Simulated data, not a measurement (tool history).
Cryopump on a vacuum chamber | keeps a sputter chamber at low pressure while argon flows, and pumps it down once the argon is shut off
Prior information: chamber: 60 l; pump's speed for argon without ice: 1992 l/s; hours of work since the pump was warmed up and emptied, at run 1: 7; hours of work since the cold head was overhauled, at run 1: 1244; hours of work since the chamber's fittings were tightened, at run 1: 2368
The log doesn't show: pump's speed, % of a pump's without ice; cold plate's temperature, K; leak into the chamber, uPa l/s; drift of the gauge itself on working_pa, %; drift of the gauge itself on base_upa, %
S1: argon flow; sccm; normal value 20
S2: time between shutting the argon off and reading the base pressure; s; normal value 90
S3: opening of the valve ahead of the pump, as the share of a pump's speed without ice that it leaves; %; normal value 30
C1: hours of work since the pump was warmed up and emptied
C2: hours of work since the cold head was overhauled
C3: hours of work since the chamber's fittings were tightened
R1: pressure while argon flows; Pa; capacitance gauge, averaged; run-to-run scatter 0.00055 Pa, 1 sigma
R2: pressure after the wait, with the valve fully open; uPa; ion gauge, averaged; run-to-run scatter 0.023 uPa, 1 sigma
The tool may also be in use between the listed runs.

Run 1, hour 0: usual settings; C1 7; C2 1244; C3 2368. Result: R1 0.0568 Pa, R2 1.4 uPa.
Run 2, hour 83.7: usual settings but S3 36 %; C1 78; C2 1315; C3 2438. Result: R1 0.0486 Pa, R2 1.45 uPa.
Run 3, hour 120.5: usual settings but S3 47 %; C1 109; C2 1346; C3 2470. Result: R1 0.0383 Pa, R2 1.5 uPa.
Run 4, hour 201.6: usual settings but S1 18 sccm, S3 47 %; C1 178; C2 1414; C3 2538. Result: R1 0.0341 Pa, R2 1.56 uPa.
Run 5, hour 269.3: usual settings; C1 235; C2 1472; C3 2596. Result: R1 0.0588 Pa, R2 1.61 uPa.
Run 6, hour 314.3: usual settings; C1 273; C2 1510; C3 2634. Result: R1 0.0603 Pa, R2 1.63 uPa.
Run 7, hour 382.8: usual settings but S2 212 s; C1 331; C2 1568; C3 2692. Result: R1 0.0605 Pa, R2 1.3 uPa.
Run 8, hour 439: usual settings; C1 379; C2 1615; C3 2739. Result: R1 0.0615 Pa, R2 1.71 uPa.
Run 9, hour 479.3: usual settings; C1 413; C2 1650; C3 2773. Result: R1 0.0616 Pa, R2 1.81 uPa.
Run 10, hour 526.9: usual settings; C1 453; C2 1690; C3 2814. Result: R1 0.0625 Pa, R2 1.81 uPa.
Run 11, hour 573.4: usual settings but S1 38 sccm; C1 493; C2 1729; C3 2853. Result: R1 0.1193 Pa, R2 1.85 uPa.
At hour 640.5: pump warmed up, emptied and cooled again.
Run 12, hour 659.4: usual settings but S3 16 %; C1 16; C2 1798; C3 2922. Result: R1 0.1057 Pa, R2 1.62 uPa.
Run 13, hour 730.4: usual settings but S3 16 %; C1 76; C2 1858; C3 2982. Result: R1 0.1077 Pa, R2 1.6 uPa.
Run 14, hour 798.5: usual settings but S1 23 sccm; C1 134; C2 1916; C3 3039. Result: R1 0.0668 Pa, R2 1.72 uPa.
Run 15, hour 867.1: usual settings but S1 23 sccm; C1 192; C2 1974; C3 3097. Result: R1 0.0674 Pa, R2 1.75 uPa.
Run 16, hour 929.6: usual settings but S1 23 sccm; C1 245; C2 2027; C3 3150. Result: R1 0.0674 Pa, R2 1.8 uPa.
Run 17, hour 1001.1: usual settings but S1 11 sccm, S3 54 %; C1 305; C2 2087; C3 3211. Result: R1 0.0189 Pa, R2 1.77 uPa.
Run 18, hour 1068.3: usual settings but S2 88 s, S3 27 %; C1 362; C2 2144; C3 3268. Result: R1 0.0661 Pa, R2 1.89 uPa.
Run 19, hour 1147.6: usual settings but S2 88 s, S3 27 %; C1 429; C2 2211; C3 3335. Result: R1 0.0678 Pa, R2 1.99 uPa.
Run 20, hour 1230.1: usual settings but S2 52 s, S3 58 %; C1 499; C2 2281; C3 3405. Result: R1 0.0356 Pa, R2 2.52 uPa.
Run 21, hour 1271.7: usual settings but S2 256 s, S3 26 %; C1 534; C2 2316; C3 3440. Result: R1 0.0736 Pa, R2 1.72 uPa.
At hour 1291.6: pump warmed up, emptied and cooled again.
Run 22, hour 1312.7: usual settings but S2 256 s, S3 26 %; C1 18; C2 2347; C3 3470. Result: R1 0.0664 Pa, R2 1.36 uPa.
Run 23, hour 1375.7: usual settings but S1 9 sccm; C1 71; C2 2400; C3 3524. Result: R1 0.026 Pa, R2 1.74 uPa.
Run 24, hour 1419.8: usual settings but S1 9 sccm; C1 109; C2 2437; C3 3561. Result: R1 0.0259 Pa, R2 1.81 uPa.

3 options for the next run, each taken on its own from the tool as it stands now. Forecast them:
Run A, hour 1489.3: usual settings but S1 15 sccm, S2 72 s, S3 31 %; C1 167; C2 2496; C3 3620. Result: R1 ?, R2 ?.
Run B, hour 1489.3: usual settings but S1 9 sccm, S3 35 %; C1 167; C2 2496; C3 3620. Result: R1 ?, R2 ?.
Run C, hour 1489.3: usual settings but S1 9 sccm, S2 105 s; C1 167; C2 2496; C3 3620. Result: R1 ?, R2 ?.

run      R1    R2
  A  0.0418  2.09
  B  0.0229  1.85
  C  0.0266  1.83
Without the tool's hidden state the same runs would have given:
run      R1    R2
  A  0.0402  1.02
  B  0.0219  0.81
  C  0.0256  0.74

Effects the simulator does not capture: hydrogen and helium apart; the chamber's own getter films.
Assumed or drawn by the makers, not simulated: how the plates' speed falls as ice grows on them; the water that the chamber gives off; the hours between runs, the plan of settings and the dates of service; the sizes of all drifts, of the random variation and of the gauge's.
